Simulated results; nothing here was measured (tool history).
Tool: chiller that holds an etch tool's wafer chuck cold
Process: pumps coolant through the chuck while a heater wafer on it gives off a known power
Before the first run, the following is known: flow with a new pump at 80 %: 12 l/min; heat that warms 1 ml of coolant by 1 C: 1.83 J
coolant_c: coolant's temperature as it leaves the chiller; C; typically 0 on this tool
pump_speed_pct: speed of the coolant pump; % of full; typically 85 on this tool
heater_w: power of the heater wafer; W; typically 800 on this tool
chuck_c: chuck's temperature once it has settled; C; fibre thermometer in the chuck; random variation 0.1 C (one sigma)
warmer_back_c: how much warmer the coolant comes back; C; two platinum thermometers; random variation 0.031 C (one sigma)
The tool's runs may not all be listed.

{"run": 1, "hour": 0.0, "coolant_c": 0, "pump_speed_pct": 85, "heater_w": 800, "chuck_c": 5.3, "warmer_back_c": 2.08}
{"run": 2, "hour": 16.8, "coolant_c": 0, "pump_speed_pct": 85, "heater_w": 800, "chuck_c": 5.4, "warmer_back_c": 2.13}
{"run": 3, "hour": 46.6, "coolant_c": 0, "pump_speed_pct": 85, "heater_w": 800, "chuck_c": 5.1, "warmer_back_c": 2.11}
{"run": 4, "hour": 77.7, "coolant_c": 0, "pump_speed_pct": 85, "heater_w": 606, "chuck_c": 3.8, "warmer_back_c": 1.57}
{"run": 5, "hour": 94.1, "coolant_c": 0, "pump_speed_pct": 85, "heater_w": 606, "chuck_c": 3.7, "warmer_back_c": 1.56}
{"run": 6, "hour": 120.5, "coolant_c": 0, "pump_speed_pct": 85, "heater_w": 1157, "chuck_c": 7.8, "warmer_back_c": 3.06}
{"run": 7, "hour": 144.3, "coolant_c": 0, "pump_speed_pct": 75, "heater_w": 800, "chuck_c": 6.0, "warmer_back_c": 2.46}
{"run": 8, "hour": 163.0, "coolant_c": 0, "pump_speed_pct": 75, "heater_w": 800, "chuck_c": 5.9, "warmer_back_c": 2.43}

What will run 9 give?
{"run": 9, "hour": 200.3, "coolant_c": 0, "pump_speed_pct": 75, "heater_w": 800, "chuck_c": "?", "warmer_back_c": "?"}

chuck_c: 6.1 C
warmer_back_c: 2.45 C
Were there no unlogged condition in the tool, this run, its random variation unchanged, would have produced chuck_c 6.0 C, warmer_back_c 2.36 C.
